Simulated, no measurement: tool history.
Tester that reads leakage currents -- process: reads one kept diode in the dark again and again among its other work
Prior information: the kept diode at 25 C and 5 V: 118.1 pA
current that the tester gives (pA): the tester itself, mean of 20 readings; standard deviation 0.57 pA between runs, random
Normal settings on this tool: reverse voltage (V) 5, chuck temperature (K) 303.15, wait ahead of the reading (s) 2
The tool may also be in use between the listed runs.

run,day,reverse voltage (V),chuck temperature (K),wait ahead of the reading (s),current that the tester gives (pA)
1,0,5,303.15,2,191.6
2,1.712,5,303.15,2,191.66
3,3.554,5,303.15,2,193.61
4,4.754,5,303.15,2,192.7
5,6.158,5,303.15,2,193.01
6,7.892,5,297.15,2,112.23
7,9.267,5,303.15,2,192.04
8,10.617,5,303.15,2,192.59
9,11.542,5,303.15,2,192.24
10,12.342,5,303.15,2,191.67
11,14.046,5,303.15,2,192.17
12,15.788,5,303.15,2,192.01
13,16.85,5,303.15,2,193.5
14,18.3,5,303.15,2,192.4
15,19.425,1.2,303.15,2,109.95
16,20.8,1.2,303.15,2,110.82
17,22.492,5,303.15,2,196.48
18,24.188,5,303.15,0.31,198.59
19,25.608,5,317.15,0.31,654.88
20,27.025,5,317.15,0.31,650.46
21,28.492,16.01,311.15,7.03,625.39
22,30.238,16.01,311.15,7.03,582.57
23,31.633,16.01,300.15,4.53,215.24
24,33.158,5,297.15,5.25,103.63
25,34.896,10.3,298.15,2.24,150.53
26,35.833,4.56,318.15,4.38,667.09
27,37.192,1.86,312.15,4.34,283.71
28,38.433,7.54,312.15,1.01,482.65
29,40.017,7.54,312.15,1.01,482.29
30,41.521,7.54,316.15,1.01,683.75
31,43.138,6.47,310.15,4.19,379.08
32,44.625,2.37,306.15,2,182.18
33,46,2.37,306.15,2,182.05
34,46.971,10.19,306.15,1.48,318.02
35,48.321,12.37,331.15,0.48,2795.77
36,49.662,12.37,331.15,0.66,2769.05
37,51.467,12.37,331.15,0.66,2776.28
38,53.125,2.94,316.15,0.49,477.48
39,54.171,9.15,333.15,9.24,2906.7

Not shown: 2 entries that the log had between the listed runs. Between which runs, and how does the tool's hidden state differ before and after?
Runs 14 to 15: probe card cleaned and baked (day 18.538)
  stray current of the dirty probe card, pA a volt: 1.682 -> 2.408; true chuck temperature over the reading, C: -0.36 -> -0.37
  measured result minus the result with no hidden state, current that the tester gives (pA): +2.47 -> -0.6
Runs 21 to 22: probe card cleaned and baked, once more (day 29.375)
  stray current of the dirty probe card, pA a volt: 2.585 -> 0.037; true chuck temperature over the reading, C: -0.41 -> -0.42
  measured result minus the result with no hidden state, current that the tester gives (pA): +21.04 -> -20.12

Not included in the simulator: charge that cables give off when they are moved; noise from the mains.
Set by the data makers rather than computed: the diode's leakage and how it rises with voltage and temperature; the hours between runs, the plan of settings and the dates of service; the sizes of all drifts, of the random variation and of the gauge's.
